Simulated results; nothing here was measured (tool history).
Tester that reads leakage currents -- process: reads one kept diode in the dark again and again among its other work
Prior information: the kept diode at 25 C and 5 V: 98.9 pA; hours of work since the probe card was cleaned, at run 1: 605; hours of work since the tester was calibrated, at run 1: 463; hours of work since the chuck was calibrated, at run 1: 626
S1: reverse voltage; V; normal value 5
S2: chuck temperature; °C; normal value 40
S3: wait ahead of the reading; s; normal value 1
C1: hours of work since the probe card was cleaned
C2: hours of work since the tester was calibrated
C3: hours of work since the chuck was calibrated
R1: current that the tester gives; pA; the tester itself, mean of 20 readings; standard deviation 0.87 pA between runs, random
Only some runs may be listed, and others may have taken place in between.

{"run": 1, "hour": 0.0, "S1": 5, "S2": 40, "S3": 1, "C1": 605, "C2": 463, "C3": 626, "R1": 306.22}
{"run": 2, "hour": 23.3, "S1": 5, "S2": 40, "S3": 1.96, "C1": 616, "C2": 474, "C3": 637, "R1": 307.11}
{"run": 3, "hour": 38.4, "S1": 5, "S2": 40, "S3": 1, "C1": 624, "C2": 482, "C3": 644, "R1": 308.06}
{"run": 4, "hour": 63.8, "S1": 5, "S2": 40, "S3": 1, "C1": 636, "C2": 494, "C3": 657, "R1": 307.22}
{"run": 5, "hour": 76.5, "S1": 5, "S2": 40, "S3": 1, "C1": 642, "C2": 500, "C3": 663, "R1": 305.76}
{"run": 6, "hour": 103.1, "S1": 5, "S2": 24, "S3": 1, "C1": 655, "C2": 513, "C3": 676, "R1": 100.05}
{"run": 7, "hour": 121.5, "S1": 5, "S2": 24, "S3": 1, "C1": 664, "C2": 522, "C3": 685, "R1": 99.56}
{"run": 8, "hour": 139.6, "S1": 5, "S2": 24, "S3": 1, "C1": 673, "C2": 531, "C3": 694, "R1": 100.12}
{"run": 9, "hour": 166.7, "S1": 5, "S2": 40, "S3": 1.27, "C1": 687, "C2": 544, "C3": 707, "R1": 308.25}
{"run": 10, "hour": 182.0, "S1": 5, "S2": 51, "S3": 1.27, "C1": 694, "C2": 552, "C3": 715, "R1": 631.4}
{"run": 11, "hour": 199.5, "S1": 5, "S2": 51, "S3": 1.27, "C1": 703, "C2": 560, "C3": 723, "R1": 629.84}
{"run": 12, "hour": 219.2, "S1": 5, "S2": 39, "S3": 1, "C1": 712, "C2": 570, "C3": 733, "R1": 287.11}
{"run": 13, "hour": 238.7, "S1": 5, "S2": 39, "S3": 1, "C1": 722, "C2": 580, "C3": 742, "R1": 288.08}
{"run": 14, "hour": 256.8, "S1": 3.68, "S2": 44, "S3": 1.54, "C1": 731, "C2": 588, "C3": 751, "R1": 362.64}
{"run": 15, "hour": 279.3, "S1": 14.95, "S2": 46, "S3": 0.74, "C1": 742, "C2": 599, "C3": 762, "R1": 677.43}
{"run": 16, "hour": 297.2, "S1": 5, "S2": 24, "S3": 4.06, "C1": 750, "C2": 608, "C3": 771, "R1": 99.95}
{"run": 17, "hour": 310.7, "S1": 5, "S2": 24, "S3": 4.06, "C1": 757, "C2": 615, "C3": 778, "R1": 99.85}

What does the tool deliver on the next run?
{"run": 18, "hour": 335.0, "S1": 5, "S2": 58, "S3": 0.85, "C1": 769, "C2": 627, "C3": 789, "R1": "?"}

R1: 981.92 pA
If the tool had no hidden condition, the same run with the same run-to-run variation would have returned R1 926.6 pA.
